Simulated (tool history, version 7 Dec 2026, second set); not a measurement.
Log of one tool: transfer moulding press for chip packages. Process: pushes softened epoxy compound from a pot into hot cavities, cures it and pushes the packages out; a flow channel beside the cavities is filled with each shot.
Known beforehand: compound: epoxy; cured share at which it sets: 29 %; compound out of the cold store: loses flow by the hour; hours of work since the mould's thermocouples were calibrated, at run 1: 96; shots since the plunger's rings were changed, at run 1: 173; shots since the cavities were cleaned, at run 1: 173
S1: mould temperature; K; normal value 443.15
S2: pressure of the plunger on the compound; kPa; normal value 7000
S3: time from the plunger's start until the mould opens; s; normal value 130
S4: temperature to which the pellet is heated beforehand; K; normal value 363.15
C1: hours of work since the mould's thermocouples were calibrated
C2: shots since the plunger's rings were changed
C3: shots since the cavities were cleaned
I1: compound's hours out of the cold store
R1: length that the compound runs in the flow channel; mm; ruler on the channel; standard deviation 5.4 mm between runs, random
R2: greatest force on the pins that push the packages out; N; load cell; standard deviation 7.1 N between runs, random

| run | hour | S1 | S2 | S3 | S4 | C1 | C2 | C3 | I1 | R1 | R2 |
|---|---|---|---|---|---|---|---|---|---|---|---|
| 1 | 0 | 443.15 | 7000 | 130 | 363.15 | 96 | 173 | 173 | 21.2 | 543 | 394 |
| 2 | 7.1 | 443.15 | 7000 | 130 | 363.15 | 101 | 238 | 238 | 40.7 | 482 | 413 |
| 3 | 21.7 | 443.15 | 7000 | 130 | 363.15 | 109 | 372 | 372 | 21.6 | 538 | 475 |
| 4 | 29 | 443.15 | 7000 | 130 | 363.15 | 114 | 440 | 440 | 19 | 549 | 478 |
|  | 36.6 | cavities cleaned with cleaning compound and waxed |
| 5 | 44.4 | 443.15 | 7000 | 133 | 363.15 | 122 | 567 | 71 | 37.3 | 504 | 619 |
| 6 | 54.6 | 443.15 | 7000 | 133 | 363.15 | 128 | 661 | 165 | 25.7 | 530 | 615 |
| 7 | 61.7 | 443.15 | 7000 | 130 | 363.15 | 133 | 727 | 231 | 33.4 | 505 | 596 |
| 8 | 76.3 | 443.15 | 7000 | 130 | 363.15 | 142 | 861 | 365 | 38.5 | 496 | 631 |
| 9 | 84.1 | 443.15 | 7000 | 130 | 363.15 | 146 | 933 | 437 | 31.8 | 507 | 587 |
|  | 91.8 | cavities cleaned with cleaning compound and waxed |
| 10 | 97.2 | 443.15 | 7000 | 130 | 363.15 | 153 | 1039 | 49 | 25.3 | 522 | 331 |
| 11 | 110.9 | 443.15 | 7000 | 130 | 363.15 | 162 | 1165 | 175 | 35.4 | 498 | 403 |
|  | 118.9 | cavities cleaned with cleaning compound and waxed, once more |
| 12 | 120.8 | 443.15 | 7000 | 130 | 365.15 | 167 | 1243 | 18 | 29.8 | 517 | 281 |
| 13 | 133.8 | 443.15 | 7000 | 130 | 363.15 | 175 | 1362 | 137 | 37.4 | 495 | 396 |
| 14 | 142.5 | 443.15 | 7000 | 130 | 363.15 | 180 | 1442 | 217 | 37.4 | 493 | 409 |
| 15 | 151.9 | 443.15 | 7000 | 130 | 364.15 | 186 | 1528 | 303 | 27.8 | 511 | 455 |
| 16 | 162.4 | 443.15 | 6130 | 130 | 363.15 | 192 | 1625 | 400 | 25.4 | 492 | 485 |
| 17 | 169.9 | 443.15 | 6660 | 130 | 359.15 | 197 | 1694 | 469 | 9.7 | 553 | 516 |
|  | 173.7 | cavities cleaned with cleaning compound and waxed |
| 18 | 177.8 | 443.15 | 6660 | 130 | 359.15 | 201 | 1753 | 38 | 29.7 | 491 | 325 |
| 19 | 192.1 | 443.15 | 6660 | 130 | 359.15 | 209 | 1884 | 169 | 29.7 | 493 | 400 |
| 20 | 200.9 | 443.15 | 6660 | 130 | 359.15 | 215 | 1965 | 250 | 47.4 | 445 | 425 |
| 21 | 212.1 | 443.15 | 5470 | 130 | 370.15 | 221 | 2068 | 353 | 42.9 | 406 | 464 |
| 22 | 223.8 | 443.15 | 5470 | 130 | 370.15 | 229 | 2176 | 461 | 43.2 | 406 | 502 |
|  | 228.5 | cavities cleaned with cleaning compound and waxed |
| 23 | 232.9 | 437.15 | 7000 | 127 | 363.15 | 233 | 2246 | 41 | 13.4 | 573 | 419 |
| 24 | 241.9 | 443.15 | 8310 | 130 | 367.15 | 239 | 2328 | 123 | 39.5 | 523 | 360 |
| 25 | 249.5 | 443.15 | 8310 | 130 | 367.15 | 243 | 2398 | 193 | 19 | 581 | 401 |
| 26 | 260.7 | 443.15 | 7000 | 130 | 361.15 | 250 | 2501 | 296 | 16 | 539 | 450 |
| 27 | 273.9 | 443.15 | 7000 | 159 | 371.15 | 258 | 2623 | 418 | 10.1 | 552 | 456 |
| 28 | 280.8 | 435.15 | 8050 | 163 | 364.15 | 262 | 2686 | 481 | 23.5 | 581 | 536 |
|  | 283.9 | cavities cleaned with cleaning compound and waxed |
| 29 | 296 | 435.15 | 8050 | 163 | 364.15 | 271 | 2812 | 111 | 39.8 | 531 | 385 |
| 30 | 308.8 | 443.15 | 7000 | 132 | 368.15 | 278 | 2930 | 229 | 16.3 | 536 | 423 |

Across each entry between runs, compare the hidden state at the last listed run before it with the hidden state at the first listed run after it:
After run 4, before run 5: cavities cleaned with cleaning compound and waxed (hour 36.6)
  true mould temperature over the reading, C: 0.2 -> 0.21; pressure that reaches the compound, % of what is set: 97.44 -> 97.09; grip of the stained cavities, % over clean ones': 67.6 -> 109.9
  measured minus no-state result, R1: -8 -> -8 mm; R2: +191 -> +322 N
After run 9, before run 10: cavities cleaned with cleaning compound and waxed (hour 91.8)
  true mould temperature over the reading, C: 0.24 -> 0.25; pressure that reaches the compound, % of what is set: 95.98 -> 95.67; grip of the stained cavities, % over clean ones': 114.5 -> 14.2
  measured minus no-state result, R1: -11 -> -12 mm; R2: +312 -> +40 N
After run 11, before run 12: cavities cleaned with cleaning compound and waxed, once more (hour 118.9)
  pressure that reaches the compound, % of what is set: 95.3 -> 95.08; grip of the stained cavities, % over clean ones': 37.7 -> 5.4
  measured minus no-state result, R1: -13 -> -13 mm; R2: +110 -> +13 N
After run 17, before run 18: cavities cleaned with cleaning compound and waxed (hour 173.7)
  true mould temperature over the reading, C: 0.3 -> 0.31; pressure that reaches the compound, % of what is set: 93.8 -> 93.63; grip of the stained cavities, % over clean ones': 73.1 -> 12
  measured minus no-state result, R1: -19 -> -17 mm; R2: +217 -> +32 N
After run 22, before run 23: cavities cleaned with cleaning compound and waxed (hour 228.5)
  true mould temperature over the reading, C: 0.34 -> 0.35; pressure that reaches the compound, % of what is set: 92.39 -> 92.19; grip of the stained cavities, % over clean ones': 73.8 -> 10.2
  measured minus no-state result, R1: -18 -> -24 mm; R2: +211 -> +29 N
After run 28, before run 29: cavities cleaned with cleaning compound and waxed (hour 283.9)
  true mould temperature over the reading, C: 0.38 -> 0.39; pressure that reaches the compound, % of what is set: 90.92 -> 90.56; grip of the stained cavities, % over clean ones': 73.5 -> 24.6
  measured minus no-state result, R1: -30 -> -28 mm; R2: +224 -> +71 N
